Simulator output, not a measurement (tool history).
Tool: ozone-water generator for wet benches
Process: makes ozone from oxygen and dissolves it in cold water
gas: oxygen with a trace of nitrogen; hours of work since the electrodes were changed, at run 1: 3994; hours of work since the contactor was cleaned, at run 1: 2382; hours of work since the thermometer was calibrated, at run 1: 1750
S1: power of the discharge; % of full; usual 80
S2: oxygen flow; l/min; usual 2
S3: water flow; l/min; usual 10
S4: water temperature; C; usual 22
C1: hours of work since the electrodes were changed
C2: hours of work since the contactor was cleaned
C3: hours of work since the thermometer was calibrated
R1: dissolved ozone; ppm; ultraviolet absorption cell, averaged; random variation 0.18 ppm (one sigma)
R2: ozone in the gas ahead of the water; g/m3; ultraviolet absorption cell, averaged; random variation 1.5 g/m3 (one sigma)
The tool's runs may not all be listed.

| run | hour | S1 | S2 | S3 | S4 | C1 | C2 | C3 | R1 | R2 |
|---|---|---|---|---|---|---|---|---|---|---|
| 1 | 0 | 80 | 2 | 10 | 22 | 3994 | 2382 | 1750 | 25.2 | 279.7 |
| 2 | 108.1 | 80 | 2.12 | 10 | 22 | 4065 | 2453 | 1821 | 24.9 | 268.7 |
| 3 | 210.4 | 80 | 2 | 10 | 22 | 4132 | 2520 | 1889 | 24.6 | 279.9 |
| 4 | 352.2 | 80 | 2 | 10 | 22 | 4226 | 2613 | 1982 | 24.8 | 280.2 |
| 5 | 530.1 | 80 | 2 | 10 | 22 | 4342 | 2730 | 2099 | 24.6 | 281 |
| 6 | 625 | 80 | 2 | 10 | 22 | 4405 | 2793 | 2161 | 25.1 | 278.3 |
| 7 | 839.3 | 80 | 2 | 10 | 22 | 4546 | 2933 | 2302 | 24.5 | 279.3 |
| 8 | 934.1 | 75 | 2 | 10 | 22 | 4608 | 2996 | 2364 | 23.4 | 268.6 |
| 9 | 1110.7 | 75 | 2 | 10 | 22 | 4724 | 3112 | 2480 | 23.8 | 270.4 |
| 10 | 1334.2 | 75 | 2 | 12 | 22 | 4871 | 3259 | 2627 | 20.7 | 267.4 |
| 11 | 1528.6 | 75 | 2 | 12 | 22 | 4999 | 3386 | 2755 | 20.6 | 267.4 |
| 12 | 1687.2 | 75 | 2 | 12 | 22 | 5103 | 3491 | 2859 | 20.4 | 267.4 |
| 13 | 1849.3 | 80 | 1.71 | 10 | 19 | 5209 | 3597 | 2966 | 25.3 | 308 |
|  | 2057.8 | contactor cleaned |
| 14 | 2064.2 | 80 | 1.71 | 10 | 19 | 5348 | 4 | 3104 | 25.8 | 306 |
| 15 | 2221.1 | 50 | 1.61 | 16 | 28 | 5451 | 107 | 3207 | 11.2 | 226.2 |
| 16 | 2388.2 | 79 | 1.61 | 16 | 26 | 5561 | 217 | 3317 | 15.6 | 317.8 |
| 17 | 2560.9 | 80 | 1.32 | 7 | 18 | 5674 | 331 | 3431 | 34.8 | 357.1 |
| 18 | 2738 | 40 | 1.32 | 11 | 22 | 5791 | 447 | 3547 | 13.6 | 220 |
| 19 | 2900.4 | 40 | 1.32 | 11 | 22 | 5898 | 554 | 3654 | 13.5 | 214.4 |
| 20 | 3077.8 | 45 | 1.3 | 12 | 19 | 6014 | 670 | 3770 | 14 | 240.9 |

Forecast each of these 5 alternatives for the next run:
| A | 3288 | 80 | 2 | 10 | 19 | 6152 | 808 | 3909 | ? | ? |
| B | 3288 | 49 | 2 | 11 | 22 | 6152 | 808 | 3909 | ? | ? |
| C | 3288 | 80 | 2 | 10 | 26 | 6152 | 808 | 3909 | ? | ? |
| D | 3288 | 45 | 1.3 | 7 | 19 | 6152 | 808 | 3909 | ? | ? |
| E | 3288 | 45 | 1.3 | 15 | 17 | 6152 | 808 | 3909 | ? | ? |

| run | R1 | R2 |
|---|---|---|
| A | 26.1 | 280.3 |
| B | 16 | 195.5 |
| C | 23.5 | 276.8 |
| D | 22.3 | 239.9 |
| E | 11.6 | 238.5 |
Without the tool's hidden state the same runs would have given:
| run | R1 | R2 |
|---|---|---|
| A | 26.2 | 281 |
| B | 16 | 195.8 |
| C | 23.5 | 277.5 |
| D | 22.4 | 240.2 |
| E | 11.6 | 238.9 |
